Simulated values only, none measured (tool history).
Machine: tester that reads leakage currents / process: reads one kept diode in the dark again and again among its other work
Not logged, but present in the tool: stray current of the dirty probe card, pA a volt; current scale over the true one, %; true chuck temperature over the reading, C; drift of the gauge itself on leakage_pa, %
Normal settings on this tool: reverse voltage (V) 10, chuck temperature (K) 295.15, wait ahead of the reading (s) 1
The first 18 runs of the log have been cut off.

run	hour	reverse voltage (V)	chuck temperature (K)	wait ahead of the reading (s)	hours of work since the probe card was cleaned	hours of work since the tester was calibrated	hours of work since the chuck was calibrated	current that the tester gives (pA)
19	1275.4	6.1	318.15	1	3651	2423	1359	856.29
20	1338.2	6.1	318.15	1	3699	2471	1407	867.52
21	1434.5	16.7	295.15	0.63	3772	2544	1480	227.99
# hour 1473.5: chuck's temperature calibrated
# hour 1515.9: probe card cleaned and baked
22	1526.2	4.5	323.15	0.63	8	2610	38	948.07
23	1605.3	4.5	323.15	0.63	68	2670	98	957.73
24	1654	4.5	323.15	0.63	105	2707	135	960.82
25	1696.6	10.7	314.15	0.76	137	2740	167	705.17
26	1764.9	5.6	311.15	0.58	189	2792	219	425.09
27	1816.3	1.8	313.15	0.71	228	2831	258	312.59
28	1891.1	1.8	313.15	0.71	285	2887	315	314.03
29	1957.4	1.8	328.15	1.78	336	2938	366	964.01
30	2042.5	10	325.15	3.51	401	3003	430	1610.45
31	2106.7	10	325.15	3.51	449	3051	479	1610.61
32	2158.2	1.9	304.15	0.42	489	3091	518	161.3
33	2249.3	9.2	320.15	0.53	558	3160	588	1095.98
34	2317.1	9.2	320.15	0.53	609	3211	639	1105.79
35	2414.2	9.2	320.15	0.53	683	3285	713	1112.48
36	2505.1	17.2	312.15	0.53	752	3354	782	796.19
37	2592.7	17.2	312.15	0.53	819	3421	849	806.51
38	2684.8	17.2	311.15	1.94	889	3491	919	745.22
39	2728.1	9.2	305.15	3.12	922	3524	952	355.08

Consider 3 possible next runs. They are alternatives, not a sequence: every one starts from the tool as it was left by run 39. What does each give?
A	2789.8	2.8	305.15	2.9	969	3571	999	?
B	2789.8	10	321.15	1	969	3571	999	?
C	2789.8	4.4	297.15	4.11	969	3571	999	?

run	current that the tester gives (pA)
A	218.15
B	1286.27
C	135.04
The same runs, with their run-to-run variation unchanged, on a tool lacking any hidden condition would have given:
run	current that the tester gives (pA)
A	188.39
B	1129.25
C	115.11
